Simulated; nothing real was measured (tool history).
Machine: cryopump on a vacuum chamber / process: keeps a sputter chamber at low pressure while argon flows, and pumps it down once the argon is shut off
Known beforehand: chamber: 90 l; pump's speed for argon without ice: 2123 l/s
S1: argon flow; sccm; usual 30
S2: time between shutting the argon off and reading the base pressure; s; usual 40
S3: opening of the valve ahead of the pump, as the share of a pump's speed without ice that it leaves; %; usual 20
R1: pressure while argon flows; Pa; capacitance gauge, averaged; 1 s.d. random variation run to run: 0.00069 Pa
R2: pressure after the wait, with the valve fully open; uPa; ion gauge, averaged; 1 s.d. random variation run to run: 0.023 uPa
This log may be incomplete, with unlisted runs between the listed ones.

run	hour	S1	S2	S3	R1	R2
1	0	30	40	20	0.1234	0.86
2	14.1	30	40	20	0.1222	0.9
3	25.4	30	40	20	0.1219	0.86
4	32.4	30	40	20	0.1224	0.85
5	44.4	30	40	20	0.1221	0.87
6	56.8	30	40	20	0.1228	0.89
7	63.6	30	40	20	0.123	0.89
8	78	30	40	20	0.1231	0.88
9	93	30	40	20	0.1232	0.89
10	102	30	40	35	0.0721	0.85
11	117	30	40	16	0.1539	0.91
12	125.4	40	40	20	0.1646	0.86
13	136.4	40	40	20	0.1652	0.89
14	149.5	30	222	20	0.1249	0.43
15	162.7	30	222	20	0.1236	0.4
16	173.5	30	222	20	0.1236	0.4
17	180.8	30	31	20	0.1239	1.04
18	189.1	30	114	16	0.1538	0.52
19	202.2	48	41	41	0.1013	0.86
20	210.7	29	202	41	0.0617	0.43
21	223.9	29	202	41	0.0618	0.46
22	234.2	29	40	20	0.1193	0.89
23	247	29	40	20	0.119	0.92
24	259.9	29	86	20	0.1208	0.58
25	275	29	86	20	0.1201	0.64
26	281.4	35	186	20	0.1479	0.5
27	293.2	40	186	20	0.1668	0.45
28	304.6	30	40	50	0.0521	0.89
29	310.9	55	85	19	0.2409	0.58
30	321.2	55	85	19	0.2421	0.62
31	330.5	19	41	29	0.0558	0.91
32	337.5	19	41	29	0.056	0.9
33	352	19	41	29	0.0567	0.85

Measured result minus the same run's result without the hidden state. Both carry the same run-to-run variation, though not necessarily the same gauge scatter:
Unlogged tool condition in this case: pump's speed, % of a pump's without ice; cold plate's temperature, K; leak into the chamber, uPa l/s; drift of the gauge itself on working_pa, %; drift of the gauge itself on base_upa, %.
run	R1	R2
1	+0.0034	+0.16
2	+0.0033	+0.16
3	+0.0035	+0.17
4	+0.0036	+0.16
5	+0.0036	+0.16
6	+0.0037	+0.17
7	+0.0037	+0.17
8	+0.0039	+0.17
9	+0.0039	+0.17
10	+0.0041	+0.17
11	+0.0042	+0.17
12	+0.0056	+0.18
13	+0.0057	+0.17
14	+0.0044	+0.18
15	+0.0046	+0.18
16	+0.0046	+0.18
17	+0.0047	+0.18
18	+0.0047	+0.19
19	+0.0077	+0.18
20	+0.0047	+0.18
21	+0.0049	+0.19
22	+0.0049	+0.19
23	+0.005	+0.2
24	+0.0052	+0.19
25	+0.0052	+0.2
26	+0.0064	+0.21
27	+0.0074	+0.19
28	+0.0056	+0.2
29	+0.0105	+0.2
30	+0.0107	+0.2
31	+0.0038	+0.21
32	+0.0038	+0.2
33	+0.0039	+0.21
